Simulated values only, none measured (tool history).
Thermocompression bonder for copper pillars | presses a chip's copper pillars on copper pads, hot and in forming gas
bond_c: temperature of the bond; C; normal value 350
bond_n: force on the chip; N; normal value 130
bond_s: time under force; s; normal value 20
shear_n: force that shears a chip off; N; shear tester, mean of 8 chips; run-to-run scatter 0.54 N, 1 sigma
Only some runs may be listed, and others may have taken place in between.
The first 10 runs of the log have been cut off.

run   hour  bond_c  bond_n  bond_s  hours of work since the heater was calibrated  hours of work since the force cell was calibrated  hours of work since the gas filter was changed  shear_n
 11  216.3     350     130      53                                             29                                                402                                             215      131
     218.9  -- forming gas filter changed
 12  235.3     350     130      53                                             44                                                416                                              13    130.6
 13  256.6     350     130      53                                             60                                                432                                              29    131.8
 14  287.7     350     130      53                                             84                                                456                                              53    130.4
 15  309.4     350     120      53                                            101                                                473                                              69    128.5
 16  333.3     350     120      53                                            119                                                491                                              88    128.3
 17  365.5     350     130      20                                            144                                                516                                             112    108.4
 18  388.5     350     172      20                                            161                                                533                                             130    125.8
 19  419.6     350     130      20                                            185                                                557                                             154    110.2
 20  435.2     351     157      20                                            197                                                569                                             166    121.2
 21  465.8     347      85      22                                            221                                                593                                             190     82.2
 22  495.2     333     186      22                                            243                                                615                                             212    120.4
     502.4  -- forming gas filter changed
 23  515.4     333     186      22                                            258                                                631                                              10    120.4
 24  533.5     375     105      14                                            272                                                644                                              24    105.2
 25  550.7     361     100      15                                            285                                                658                                              37     94.4
 26  578.5     354     130      30                                            307                                                679                                              58    123.2
 27  600.3     350     130      15                                            323                                                696                                              75    102.8
     622.3  -- force cell calibrated
 28  628.4     350     130      15                                            344                                                  5                                              96    102.5
 29    646     350     130      15                                            357                                                 18                                             109    102.5
 30    667     322     152      13                                            373                                                 34                                             125     85.2
 31  698.6     348     149      28                                            398                                                 59                                             149    125.5
 32  724.2     348     149      28                                            417                                                 78                                             169    125.7
     739.8  -- gauge calibrated
 33  749.6     350      87      13                                            437                                                 98                                             189     71.2
 34  769.9     364     189      13                                            452                                                113                                             204    128.3

What will run 35 give?
     786.4  -- forming gas filter changed
 35  800.3     364     189      13                                            475                                                136                                              11        ?

For run 35 the tool returned shear_n 128.7 N.
Were there no unlogged condition in the tool, this run, its random variation unchanged, would have produced shear_n 128.3 N.

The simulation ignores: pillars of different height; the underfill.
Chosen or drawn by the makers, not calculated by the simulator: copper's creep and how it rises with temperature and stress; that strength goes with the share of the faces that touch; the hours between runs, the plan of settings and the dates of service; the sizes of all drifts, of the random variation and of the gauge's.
